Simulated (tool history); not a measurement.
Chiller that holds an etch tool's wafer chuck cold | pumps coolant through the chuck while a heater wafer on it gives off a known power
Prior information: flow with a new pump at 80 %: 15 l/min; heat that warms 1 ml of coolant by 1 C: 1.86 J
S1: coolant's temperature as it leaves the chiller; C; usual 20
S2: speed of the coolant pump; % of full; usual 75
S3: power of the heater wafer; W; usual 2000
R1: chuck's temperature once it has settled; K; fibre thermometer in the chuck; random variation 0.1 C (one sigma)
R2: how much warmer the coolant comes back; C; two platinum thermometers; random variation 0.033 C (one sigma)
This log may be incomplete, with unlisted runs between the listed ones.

Run 1, day 0.000: usual settings. Result: R1 311.35 K, R2 4.75 C.
Run 2, day 2.450: usual settings. Result: R1 311.25 K, R2 4.75 C.
Run 3, day 3.767: usual settings. Result: R1 311.55 K, R2 4.79 C.
Run 4, day 5.158: usual settings. Result: R1 311.45 K, R2 4.80 C.
Run 5, day 7.062: usual settings but S1 30 C. Result: R1 321.75 K, R2 4.79 C.
Run 6, day 9.271: usual settings but S1 30 C. Result: R1 321.75 K, R2 4.75 C.
Run 7, day 11.429: usual settings but S1 30 C. Result: R1 321.65 K, R2 4.80 C.
Run 8, day 14.138: usual settings but S1 30 C. Result: R1 321.85 K, R2 4.82 C.
Run 9, day 15.592: usual settings but S1 11 C, S2 74 % of full, S3 1092 W. Result: R1 294.45 K, R2 2.58 C.
At day 16.058: coolant pump overhauled.
Run 10, day 17.538: usual settings but S2 61 % of full, S3 2284 W. Result: R1 317.15 K, R2 6.78 C.
Run 11, day 20.000: usual settings but S1 22 C, S2 77 % of full, S3 1453 W. Result: R1 308.55 K, R2 3.42 C.
Run 12, day 22.500: usual settings but S1 22 C, S2 73 % of full, S3 1453 W. Result: R1 309.25 K, R2 3.57 C.
Run 13, day 25.138: usual settings but S1 22 C, S2 73 % of full, S3 1453 W. Result: R1 309.05 K, R2 3.63 C.
Run 14, day 27.479: usual settings but S1 22 C, S2 73 % of full, S3 1453 W. Result: R1 309.35 K, R2 3.67 C.

Some steps in R1 between neighbouring runs. How much of each would the tool show without its hidden state too (settings, what came in, random variation), and how much is left for the hidden state, with any gauge scatter that isn't in both results?
Hidden conditions of the tool in this case: heat passed by the chuck's channels, % of clean ones'; flow at a given pump speed, % of a new pump's; coolant's true temperature over the reading, C; drift of the gauge itself on chuck_c, C; drift of the gauge itself on warmer_back_c, C.
Run 8 -> 9: S1 30 -> 11, S2 75 -> 74, S3 2000 -> 1092. R1 -27.40 K: hidden state -1.10, all else -26.30.
Run 9 -> 10: S1 11 -> 20, S2 74 -> 61, S3 1092 -> 2284, coolant pump overhauled. R1 +22.70 K: hidden state +1.90, all else +20.80.
